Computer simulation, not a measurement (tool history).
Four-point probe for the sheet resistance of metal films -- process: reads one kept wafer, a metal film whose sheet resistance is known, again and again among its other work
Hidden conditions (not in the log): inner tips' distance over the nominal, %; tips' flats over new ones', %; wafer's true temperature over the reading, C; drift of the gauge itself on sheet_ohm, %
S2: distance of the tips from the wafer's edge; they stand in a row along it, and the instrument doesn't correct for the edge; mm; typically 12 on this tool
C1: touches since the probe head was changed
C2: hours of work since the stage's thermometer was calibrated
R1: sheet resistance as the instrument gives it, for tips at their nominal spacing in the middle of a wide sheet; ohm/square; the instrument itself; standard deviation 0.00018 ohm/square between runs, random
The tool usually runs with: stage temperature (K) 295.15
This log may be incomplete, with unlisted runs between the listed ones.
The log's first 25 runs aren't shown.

{"run": 26, "hour": 365.7, "stage temperature (K)": 298.15, "S2": 38, "C1": 18729, "C2": 2163, "R1": 0.917922}
{"run": 27, "hour": 378.4, "stage temperature (K)": 294.15, "S2": 16, "C1": 18938, "C2": 2173, "R1": 0.917612}
{"run": 28, "hour": 398.9, "stage temperature (K)": 307.15, "S2": 18, "C1": 19277, "C2": 2189, "R1": 0.919744}
{"run": 29, "hour": 413.2, "stage temperature (K)": 292.15, "S2": 6, "C1": 19512, "C2": 2200, "R1": 0.922394}
{"run": 30, "hour": 426.7, "stage temperature (K)": 295.15, "S2": 32, "C1": 19735, "C2": 2210, "R1": 0.917498}
{"run": 31, "hour": 439.5, "stage temperature (K)": 295.15, "S2": 32, "C1": 19947, "C2": 2220, "R1": 0.917585}
{"run": 32, "hour": 452.3, "stage temperature (K)": 300.15, "S2": 4, "C1": 20159, "C2": 2230, "R1": 0.930334}
{"run": 33, "hour": 468.0, "stage temperature (K)": 298.15, "S2": 3, "C1": 20419, "C2": 2243, "R1": 0.939791}
{"run": 34, "hour": 483.8, "stage temperature (K)": 298.15, "S2": 68, "C1": 20678, "C2": 2255, "R1": 0.917823}
{"run": 35, "hour": 492.8, "stage temperature (K)": 299.15, "S2": 5, "C1": 20828, "C2": 2262, "R1": 0.925666}
{"run": 36, "hour": 503.0, "stage temperature (K)": 299.15, "S2": 5, "C1": 20997, "C2": 2270, "R1": 0.925703}

Run 37 has not been measured yet. What should we expect?
{"run": 37, "hour": 518.0, "stage temperature (K)": 299.15, "S2": 5, "C1": 21244, "C2": 2282, "R1": "?"}

Run 37 measured R1 0.925887 ohm/square.
With no hidden state in the tool, this same run would have given R1 0.929528 ohm/square.
